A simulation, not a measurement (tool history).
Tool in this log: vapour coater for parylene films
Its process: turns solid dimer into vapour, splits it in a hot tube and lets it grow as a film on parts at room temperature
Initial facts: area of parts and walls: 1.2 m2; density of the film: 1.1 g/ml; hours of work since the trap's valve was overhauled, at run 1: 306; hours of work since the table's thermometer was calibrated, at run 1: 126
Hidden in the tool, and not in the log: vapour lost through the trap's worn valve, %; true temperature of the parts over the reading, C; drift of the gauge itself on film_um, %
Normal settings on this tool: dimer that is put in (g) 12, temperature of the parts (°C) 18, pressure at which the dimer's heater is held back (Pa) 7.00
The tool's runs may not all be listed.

run	hour	dimer that is put in (g)	temperature of the parts (°C)	pressure at which the dimer's heater is held back (Pa)	hours of work since the trap's valve was overhauled	hours of work since the table's thermometer was calibrated	thickness of the film (µm)
1	0.0	12	18	7.00	306	126	6.53
2	13.8	12	18	7.00	314	133	6.60
3	28.1	12	18	7.00	322	141	6.57
4	36.4	12	18	7.00	326	146	6.59
5	52.0	12	18	6.65	334	154	6.61
6	66.3	12	18	9.00	342	162	6.39
7	74.2	12	18	9.00	346	166	6.45
8	82.5	12	18	9.00	351	170	6.36
9	92.8	12	18	5.18	356	176	6.64
10	103.8	18	18	5.18	362	182	10.03
11	116.7	18	18	5.18	369	189	10.00
12	125.3	18	18	5.18	374	193	10.00
13	140.3	18	18	5.18	382	201	10.01
14	151.8	18	18	5.18	388	207	10.10
# hour 162.0: trap's valve overhauled
15	171.3	18	18	5.18	5	216	9.83
16	181.6	18	18	5.18	11	221	9.83
17	190.1	20	18	5.18	15	226	11.01
18	204.1	12	18	7.00	23	233	6.34
19	214.6	12	18	7.00	28	239	6.38
20	225.7	13	18	7.00	34	245	6.85
21	239.8	7	18	7.00	42	253	3.70
22	254.5	7	27	7.00	50	260	2.71
# hour 263.5: trap's valve overhauled, once more
23	267.6	7	27	7.00	2	265	2.89
24	283.9	12	18	6.08	11	274	6.91
25	298.3	7	19	4.37	19	282	4.01
26	309.0	7	19	4.37	24	288	3.96
27	319.2	21	12	3.62	30	293	15.33
28	326.1	21	12	3.62	34	297	15.33
29	335.8	21	12	4.86	39	302	15.04
30	350.8	21	12	4.86	47	310	15.01
31	366.8	10	30	9.18	55	319	3.68
32	376.7	10	30	9.18	61	324	3.67
33	386.4	12	18	10.21	66	329	6.55
34	401.5	12	19	3.29	74	337	6.92
35	412.3	15	19	2.29	80	343	8.96
36	424.4	15	19	2.29	86	349	8.96
37	435.3	15	19	2.29	92	355	8.91
38	448.6	15	19	2.29	99	362	9.01
39	459.1	5	25	4.52	105	368	2.28
40	469.3	12	17	3.50	110	373	7.39
41	477.2	12	19	6.80	115	378	6.49
42	483.9	6	13	5.97	118	381	4.00
43	498.8	14	20	9.12	126	389	7.11
44	510.0	6	17	3.42	132	395	3.70
45	525.9	5	19	9.03	141	404	2.61
46	542.1	5	12	9.03	149	413	3.39

5 options for the next run, each taken on its own from the tool as it stands now. Forecast them:
A	553.5	7	12	9.03	156	419	?
B	553.5	7	23	2.75	156	419	?
C	553.5	12	19	3.22	156	419	?
D	553.5	5	12	2.05	156	419	?
E	553.5	14	15	3.04	156	419	?

run	thickness of the film (µm)
A	4.66
B	3.58
C	6.91
D	3.63
E	9.24
With no hidden state in the tool, these same runs would have given:
run	thickness of the film (µm)
A	4.84
B	3.72
C	7.17
D	3.70
E	9.59

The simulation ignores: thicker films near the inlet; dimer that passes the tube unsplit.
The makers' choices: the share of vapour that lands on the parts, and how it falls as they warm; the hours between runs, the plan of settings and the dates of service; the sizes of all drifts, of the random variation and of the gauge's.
